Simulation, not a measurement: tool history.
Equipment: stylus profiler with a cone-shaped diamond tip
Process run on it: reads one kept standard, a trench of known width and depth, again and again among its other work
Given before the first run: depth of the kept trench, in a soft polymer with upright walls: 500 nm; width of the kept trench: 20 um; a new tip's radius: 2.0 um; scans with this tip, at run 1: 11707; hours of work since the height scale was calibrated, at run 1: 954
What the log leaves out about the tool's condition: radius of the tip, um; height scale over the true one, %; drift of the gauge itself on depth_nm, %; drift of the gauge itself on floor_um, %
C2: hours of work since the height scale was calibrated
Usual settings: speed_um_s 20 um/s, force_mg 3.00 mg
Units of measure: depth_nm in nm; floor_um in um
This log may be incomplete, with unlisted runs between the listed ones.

Run 1, hour 0.0: usual settings; scans with this tip 11707; C2 954. Result: depth_nm 504.05 nm, floor_um 16.78 um.
Run 2, hour 53.4: usual settings; scans with this tip 12120; C2 987. Result: depth_nm 503.98 nm, floor_um 16.78 um.
Run 3, hour 120.5: usual settings; scans with this tip 12640; C2 1030. Result: depth_nm 503.94 nm, floor_um 16.80 um.
Run 4, hour 155.0: usual settings but force_mg 5.75 mg; scans with this tip 12906; C2 1051. Result: depth_nm 506.99 nm, floor_um 16.80 um.
Run 5, hour 198.0: usual settings but force_mg 5.75 mg; scans with this tip 13239; C2 1079. Result: depth_nm 506.82 nm, floor_um 16.74 um.
Run 6, hour 256.3: usual settings but speed_um_s 5 um/s, force_mg 5.75 mg; scans with this tip 13690; C2 1115. Result: depth_nm 506.77 nm, floor_um 16.83 um.
Run 7, hour 312.8: usual settings but speed_um_s 14 um/s, force_mg 5.75 mg; scans with this tip 14127; C2 1151. Result: depth_nm 506.82 nm, floor_um 16.68 um.
At hour 344.6: height scale calibrated on a step standard.
Run 8, hour 392.5: usual settings but speed_um_s 14 um/s, force_mg 5.75 mg; scans with this tip 14739; C2 30. Result: depth_nm 508.30 nm, floor_um 16.70 um.
Run 9, hour 472.0: usual settings but speed_um_s 14 um/s, force_mg 5.75 mg; scans with this tip 15354; C2 80. Result: depth_nm 508.19 nm, floor_um 16.71 um.
Run 10, hour 506.4: usual settings but speed_um_s 67 um/s, force_mg 5.75 mg; scans with this tip 15621; C2 102. Result: depth_nm 508.27 nm, floor_um 16.47 um.
Run 11, hour 563.0: usual settings but speed_um_s 67 um/s, force_mg 5.75 mg; scans with this tip 16058; C2 138. Result: depth_nm 508.12 nm, floor_um 16.48 um.
Run 12, hour 613.0: usual settings but speed_um_s 67 um/s, force_mg 5.75 mg; scans with this tip 16446; C2 169. Result: depth_nm 508.18 nm, floor_um 16.47 um.
Run 13, hour 680.2: usual settings but speed_um_s 41 um/s; scans with this tip 16965; C2 212. Result: depth_nm 505.25 nm, floor_um 16.44 um.
Run 14, hour 752.1: usual settings but speed_um_s 30 um/s; scans with this tip 17521; C2 257. Result: depth_nm 505.05 nm, floor_um 16.55 um.
Run 15, hour 820.0: usual settings; scans with this tip 18047; C2 300. Result: depth_nm 505.09 nm, floor_um 16.54 um.
Run 16, hour 892.4: usual settings; scans with this tip 18606; C2 345. Result: depth_nm 505.04 nm, floor_um 16.51 um.
Run 17, hour 952.4: usual settings; scans with this tip 19071; C2 383. Result: depth_nm 505.08 nm, floor_um 16.56 um.
Run 18, hour 985.5: usual settings; scans with this tip 19327; C2 404. Result: depth_nm 504.94 nm, floor_um 16.54 um.
Run 19, hour 1033.5: usual settings but speed_um_s 7 um/s; scans with this tip 19698; C2 434. Result: depth_nm 504.99 nm, floor_um 16.58 um.
Run 20, hour 1111.6: usual settings but speed_um_s 7 um/s; scans with this tip 20302; C2 483. Result: depth_nm 505.01 nm, floor_um 16.58 um.
Run 21, hour 1163.4: usual settings but speed_um_s 7 um/s; scans with this tip 20703; C2 516. Result: depth_nm 504.88 nm, floor_um 16.54 um.
Run 22, hour 1203.3: usual settings but force_mg 8.07 mg; scans with this tip 21012; C2 541. Result: depth_nm 509.79 nm, floor_um 16.50 um.
Run 23, hour 1284.8: usual settings; scans with this tip 21642; C2 593. Result: depth_nm 504.92 nm, floor_um 16.45 um.
Run 24, hour 1349.4: usual settings but speed_um_s 32 um/s, force_mg 1.06 mg; scans with this tip 22142; C2 633. Result: depth_nm 502.02 nm, floor_um 16.29 um.
Run 25, hour 1384.1: usual settings but force_mg 4.63 mg; scans with this tip 22411; C2 655. Result: depth_nm 506.53 nm, floor_um 16.44 um.
Run 26, hour 1452.2: usual settings but force_mg 1.78 mg; scans with this tip 22937; C2 698. Result: depth_nm 503.21 nm, floor_um 16.33 um.
Run 27, hour 1507.0: usual settings but force_mg 1.78 mg; scans with this tip 23361; C2 733. Result: depth_nm 503.18 nm, floor_um 16.35 um.
Run 28, hour 1573.0: usual settings but force_mg 5.66 mg; scans with this tip 23871; C2 774. Result: depth_nm 507.51 nm, floor_um 16.40 um.
Run 29, hour 1654.4: usual settings but force_mg 5.66 mg; scans with this tip 24502; C2 826. Result: depth_nm 507.39 nm, floor_um 16.39 um.
Run 30, hour 1723.9: usual settings but speed_um_s 12 um/s, force_mg 1.19 mg; scans with this tip 25039; C2 869. Result: depth_nm 502.09 nm, floor_um 16.31 um.
Run 31, hour 1790.7: usual settings but speed_um_s 12 um/s, force_mg 1.19 mg; scans with this tip 25556; C2 911. Result: depth_nm 502.04 nm, floor_um 16.33 um.
Run 32, hour 1863.3: usual settings but speed_um_s 10 um/s, force_mg 2.60 mg; scans with this tip 26118; C2 957. Result: depth_nm 503.95 nm, floor_um 16.30 um.
Run 33, hour 1930.5: usual settings but speed_um_s 10 um/s, force_mg 2.60 mg; scans with this tip 26638; C2 1000. Result: depth_nm 503.79 nm, floor_um 16.32 um.
Run 34, hour 1972.1: usual settings but speed_um_s 53 um/s, force_mg 2.72 mg; scans with this tip 26959; C2 1026. Result: depth_nm 504.14 nm, floor_um 16.04 um.
Run 35, hour 2027.2: usual settings but speed_um_s 53 um/s, force_mg 2.72 mg; scans with this tip 27385; C2 1060. Result: depth_nm 504.04 nm, floor_um 16.03 um.
Run 36, hour 2091.5: usual settings but speed_um_s 10 um/s, force_mg 1.63 mg; scans with this tip 27883; C2 1101. Result: depth_nm 502.49 nm, floor_um 16.29 um.
Run 37, hour 2161.4: usual settings but speed_um_s 34 um/s, force_mg 3.15 mg; scans with this tip 28424; C2 1145. Result: depth_nm 504.41 nm, floor_um 16.18 um.
Run 38, hour 2196.6: usual settings but speed_um_s 68 um/s; scans with this tip 28696; C2 1167. Result: depth_nm 504.26 nm, floor_um 15.87 um.
At hour 2202.1: height scale calibrated on a step standard.
Run 39, hour 2268.6: usual settings but speed_um_s 71 um/s, force_mg 1.94 mg; scans with this tip 29249; C2 42. Result: depth_nm 504.03 nm, floor_um 15.85 um.
Run 40, hour 2330.0: usual settings but speed_um_s 14 um/s, force_mg 7.67 mg; scans with this tip 29724; C2 81. Result: depth_nm 510.11 nm, floor_um 16.22 um.
Run 41, hour 2393.4: usual settings but speed_um_s 37 um/s, force_mg 1.06 mg; scans with this tip 30214; C2 121. Result: depth_nm 502.82 nm, floor_um 15.92 um.
Run 42, hour 2469.9: usual settings but speed_um_s 17 um/s, force_mg 2.70 mg; scans with this tip 30806; C2 169. Result: depth_nm 504.98 nm, floor_um 16.15 um.
Run 43, hour 2536.4: usual settings but speed_um_s 39 um/s, force_mg 3.40 mg; scans with this tip 31320; C2 211. Result: depth_nm 505.73 nm, floor_um 16.07 um.
Run 44, hour 2592.0: usual settings but speed_um_s 59 um/s, force_mg 7.70 mg; scans with this tip 31751; C2 246. Result: depth_nm 509.88 nm, floor_um 16.05 um.
Run 45, hour 2666.5: usual settings but speed_um_s 59 um/s, force_mg 7.70 mg; scans with this tip 32327; C2 293. Result: depth_nm 509.75 nm, floor_um 16.00 um.

Subtracting, for every run, the result it would have given without the tool's unlogged condition from the measured result gives the following. The same run-to-run variation enters both numbers; the gauge's scatter may not:
run  depth_nm  floor_um
  1     -1.25     -0.46
  2     -1.28     -0.47
  3     -1.33     -0.49
  4     -1.35     -0.50
  5     -1.38     -0.51
  6     -1.42     -0.54
  7     -1.46     -0.55
  8     +0.10     -0.57
  9     +0.04     -0.59
 10     +0.02     -0.60
 11     -0.02     -0.62
 12     -0.05     -0.63
 13     -0.10     -0.65
 14     -0.15     -0.67
 15     -0.19     -0.68
 16     -0.23     -0.70
 17     -0.27     -0.72
 18     -0.30     -0.72
 19     -0.33     -0.74
 20     -0.39     -0.76
 21     -0.42     -0.78
 22     -0.45     -0.79
 23     -0.50     -0.80
 24     -0.54     -0.82
 25     -0.56     -0.84
 26     -0.61     -0.85
 27     -0.63     -0.87
 28     -0.68     -0.88
 29     -0.74     -0.90
 30     -0.78     -0.92
 31     -0.82     -0.94
 32     -0.87     -0.96
 33     -0.92     -0.98
 34     -0.94     -0.98
 35     -0.97     -0.99
 36     -1.02     -1.01
 37     -1.07     -1.03
 38     -1.09     -1.04
 39     +0.11     -1.06
 40     +0.08     -1.07
 41     +0.03     -1.08
 42     -0.01     -1.10
 43     -0.06     -1.11
 44     -0.10     -1.13
 45     -0.14     -1.15
